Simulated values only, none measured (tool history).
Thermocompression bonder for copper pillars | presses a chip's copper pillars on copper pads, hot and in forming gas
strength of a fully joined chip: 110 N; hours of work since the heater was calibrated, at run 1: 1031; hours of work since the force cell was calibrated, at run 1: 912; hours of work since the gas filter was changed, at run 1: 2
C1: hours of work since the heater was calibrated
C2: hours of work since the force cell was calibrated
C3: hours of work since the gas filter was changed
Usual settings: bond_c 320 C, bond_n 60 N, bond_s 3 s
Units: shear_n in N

run 1 hour=0.0 | bond_c=320 bond_n=60 bond_s=3 | C1=1031 C2=912 C3=2 | shear_n=62.8
run 2 hour=25.5 | bond_c=320 bond_n=60 bond_s=3 | C1=1050 C2=931 C3=20 | shear_n=62.7
run 3 hour=53.9 | bond_c=320 bond_n=60 bond_s=3 | C1=1070 C2=951 C3=41 | shear_n=62.0
run 4 hour=97.6 | bond_c=320 bond_n=60 bond_s=2 | C1=1102 C2=983 C3=73 | shear_n=54.4
run 5 hour=141.0 | bond_c=320 bond_n=60 bond_s=4 | C1=1133 C2=1015 C3=104 | shear_n=66.8
run 6 hour=193.7 | bond_c=320 bond_n=60 bond_s=3 | C1=1171 C2=1053 C3=142 | shear_n=59.9
run 7 hour=243.9 | bond_c=320 bond_n=60 bond_s=7 | C1=1208 C2=1089 C3=179 | shear_n=75.6
run 8 hour=304.2 | bond_c=320 bond_n=60 bond_s=7 | C1=1251 C2=1133 C3=222 | shear_n=76.0
run 9 hour=352.8 | bond_c=320 bond_n=60 bond_s=9 | C1=1287 C2=1168 C3=257 | shear_n=77.8
run 10 hour=397.2 | bond_c=320 bond_n=38 bond_s=9 | C1=1319 C2=1200 C3=289 | shear_n=60.7
run 11 hour=452.5 | bond_c=320 bond_n=60 bond_s=3 | C1=1359 C2=1240 C3=329 | shear_n=57.4
run 12 hour=497.4 | bond_c=320 bond_n=60 bond_s=3 | C1=1391 C2=1272 C3=362 | shear_n=57.2
run 13 hour=529.1 | bond_c=320 bond_n=60 bond_s=3 | C1=1414 C2=1295 C3=385 | shear_n=56.0
run 14 hour=564.6 | bond_c=320 bond_n=55 bond_s=3 | C1=1440 C2=1321 C3=411 | shear_n=52.9
-- hour=596.6 forming gas filter changed
run 15 hour=619.9 | bond_c=320 bond_n=55 bond_s=3 | C1=1480 C2=1361 C3=17 | shear_n=58.6
run 16 hour=665.8 | bond_c=320 bond_n=60 bond_s=3 | C1=1513 C2=1394 C3=50 | shear_n=61.5
run 17 hour=691.4 | bond_c=320 bond_n=60 bond_s=3 | C1=1531 C2=1413 C3=69 | shear_n=60.7
run 18 hour=751.2 | bond_c=320 bond_n=60 bond_s=3 | C1=1575 C2=1456 C3=112 | shear_n=60.6
run 19 hour=803.5 | bond_c=320 bond_n=60 bond_s=3 | C1=1612 C2=1494 C3=150 | shear_n=59.5
run 20 hour=860.9 | bond_c=320 bond_n=60 bond_s=3 | C1=1654 C2=1535 C3=191 | shear_n=58.4
run 21 hour=904.6 | bond_c=320 bond_n=63 bond_s=3 | C1=1686 C2=1567 C3=223 | shear_n=59.3
run 22 hour=951.4 | bond_c=320 bond_n=63 bond_s=3 | C1=1720 C2=1601 C3=257 | shear_n=59.2
-- hour=964.6 heater calibrated with a thermocouple chip
run 23 hour=979.5 | bond_c=331 bond_n=51 bond_s=3 | C1=11 C2=1620 C3=276 | shear_n=59.1
run 24 hour=1023.3 | bond_c=293 bond_n=48 bond_s=3 | C1=43 C2=1651 C3=307 | shear_n=39.3
run 25 hour=1053.8 | bond_c=346 bond_n=86 bond_s=9 | C1=65 C2=1673 C3=329 | shear_n=94.7
run 26 hour=1093.0 | bond_c=330 bond_n=82 bond_s=3 | C1=93 C2=1702 C3=358 | shear_n=73.8
run 27 hour=1137.0 | bond_c=330 bond_n=82 bond_s=3 | C1=125 C2=1734 C3=390 | shear_n=73.8
run 28 hour=1190.7 | bond_c=315 bond_n=36 bond_s=2 | C1=164 C2=1773 C3=429 | shear_n=32.5
-- hour=1199.0 forming gas filter changed
run 29 hour=1226.2 | bond_c=315 bond_n=36 bond_s=2 | C1=189 C2=1798 C3=20 | shear_n=37.4
run 30 hour=1254.1 | bond_c=349 bond_n=79 bond_s=2 | C1=209 C2=1818 C3=40 | shear_n=80.4
-- hour=1287.6 force cell calibrated
run 31 hour=1287.6 | bond_c=317 bond_n=84 bond_s=5 | C1=232 C2=0 C3=63 | shear_n=85.2
run 32 hour=1317.7 | bond_c=337 bond_n=80 bond_s=2 | C1=254 C2=22 C3=85 | shear_n=75.3
run 33 hour=1359.5 | bond_c=312 bond_n=60 bond_s=3 | C1=284 C2=52 C3=115 | shear_n=60.8
run 34 hour=1402.3 | bond_c=328 bond_n=79 bond_s=8 | C1=315 C2=83 C3=146 | shear_n=92.2
run 35 hour=1445.2 | bond_c=328 bond_n=79 bond_s=8 | C1=346 C2=114 C3=177 | shear_n=91.5
run 36 hour=1491.3 | bond_c=328 bond_n=79 bond_s=8 | C1=380 C2=147 C3=210 | shear_n=92.3
run 37 hour=1523.2 | bond_c=328 bond_n=79 bond_s=8 | C1=403 C2=171 C3=234 | shear_n=90.0
run 38 hour=1583.5 | bond_c=291 bond_n=52 bond_s=8 | C1=447 C2=214 C3=277 | shear_n=58.9
run 39 hour=1633.1 | bond_c=291 bond_n=52 bond_s=8 | C1=482 C2=250 C3=313 | shear_n=58.8

3 ways to go on from here, each from the tool as it stands after run 39. What would each give?
run A hour=1688.9 | bond_c=291 bond_n=52 bond_s=2 | C1=523 C2=291 C3=354 | shear_n=?
run B hour=1688.9 | bond_c=320 bond_n=38 bond_s=3 | C1=523 C2=291 C3=354 | shear_n=?
run C hour=1688.9 | bond_c=303 bond_n=58 bond_s=3 | C1=523 C2=291 C3=354 | shear_n=?

run=A shear_n=35.1
run=B shear_n=44.0
run=C shear_n=50.0
Without the tool's hidden state the same runs would have given:
run=A shear_n=39.6
run=B shear_n=49.5
run=C shear_n=56.3
